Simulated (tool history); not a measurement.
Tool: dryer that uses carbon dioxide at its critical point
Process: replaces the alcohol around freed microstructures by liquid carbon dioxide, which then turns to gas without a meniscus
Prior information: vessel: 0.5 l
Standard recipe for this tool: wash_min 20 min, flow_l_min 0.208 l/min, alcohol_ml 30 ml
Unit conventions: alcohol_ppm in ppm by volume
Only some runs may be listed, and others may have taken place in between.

run,day,wash_min,flow_l_min,alcohol_ml,alcohol_ppm
1,0.000,20,0.208,30,215
2,0.312,20,0.208,30,222
3,0.629,20,0.208,30,213
4,1.038,20,0.208,30,229
5,1.442,20,0.208,30,222
6,1.771,20,0.208,57,388
7,2.296,20,0.208,93,629
8,2.838,20,0.208,30,249
9,3.158,20,0.208,21,191
10,3.708,20,0.208,21,197
11,4.062,20,0.208,21,191
12,4.300,20,0.208,21,186
13,4.767,20,0.292,30,73
14,5.012,15,0.224,30,626
15,5.262,15,0.224,30,635
16,5.696,12,0.137,70,14946
17,6.012,20,0.207,30,260
18,6.496,20,0.207,30,276
19,6.896,20,0.207,30,280
20,7.433,13,0.237,37,1135
21,7.825,13,0.237,37,1141
22,8.129,13,0.237,37,1163

Forecast run 23:
23,8.442,13,0.237,37,?

Run 23 produced alcohol_ppm 1172 ppm by volume.
With the hidden condition absent and the run-to-run variation left alone, this run would have shown alcohol_ppm 814 ppm by volume.
